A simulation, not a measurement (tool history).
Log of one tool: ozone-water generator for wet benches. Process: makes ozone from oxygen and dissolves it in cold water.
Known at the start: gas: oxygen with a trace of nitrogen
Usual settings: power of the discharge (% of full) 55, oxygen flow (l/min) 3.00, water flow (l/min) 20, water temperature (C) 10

run,hour,power of the discharge (% of full),oxygen flow (l/min),water flow (l/min),water temperature (C),dissolved ozone (ppm),ozone in the gas ahead of the water (g/m3)
1,0.0,55,3.00,20,10,11.3,185.4
2,105.2,55,3.00,20,10,11.0,183.5
3,169.9,55,3.00,20,10,11.2,181.5
4,225.6,55,3.00,20,10,11.0,183.8
5,279.8,55,3.00,20,10,11.2,183.4
6,387.0,55,3.00,20,10,11.1,183.3
7,455.3,55,3.00,14,10,16.6,183.2
8,554.1,55,3.00,14,10,16.4,181.5
9,673.9,55,3.00,23,10,9.1,180.1
10,740.9,55,3.00,20,10,11.0,181.0
11,827.8,55,3.00,20,10,10.7,181.0
12,935.5,55,3.00,14,10,16.5,178.5
13,1036.6,55,3.00,14,10,16.4,178.3
14,1103.3,59,3.00,20,10,10.8,184.1
15,1185.3,45,3.00,20,10,9.7,162.3
16,1241.6,55,2.25,20,10,9.6,201.3
17,1325.3,100,3.00,20,6,14.6,238.0
18,1413.5,55,3.00,13,10,17.5,175.6
19,1497.9,55,3.00,13,10,17.3,177.1
20,1595.6,55,3.69,20,10,11.1,161.1
21,1675.4,42,3.80,18,14,10.8,139.0
22,1779.9,55,3.46,20,10,10.8,165.6
23,1839.3,82,1.62,25,10,7.3,272.4
# hour 1898.9: contactor cleaned
24,1918.1,82,1.62,25,10,7.3,271.3
25,2005.6,82,1.62,25,10,7.5,269.0

Forecast run 26:
26,2068.9,75,3.00,20,10,?,?

Run 26 gave dissolved ozone (ppm) 12.2, ozone in the gas ahead of the water (g/m3) 199.8.
Without the tool's hidden state the same run would have given dissolved ozone (ppm) 14.8, ozone in the gas ahead of the water (g/m3) 240.3.

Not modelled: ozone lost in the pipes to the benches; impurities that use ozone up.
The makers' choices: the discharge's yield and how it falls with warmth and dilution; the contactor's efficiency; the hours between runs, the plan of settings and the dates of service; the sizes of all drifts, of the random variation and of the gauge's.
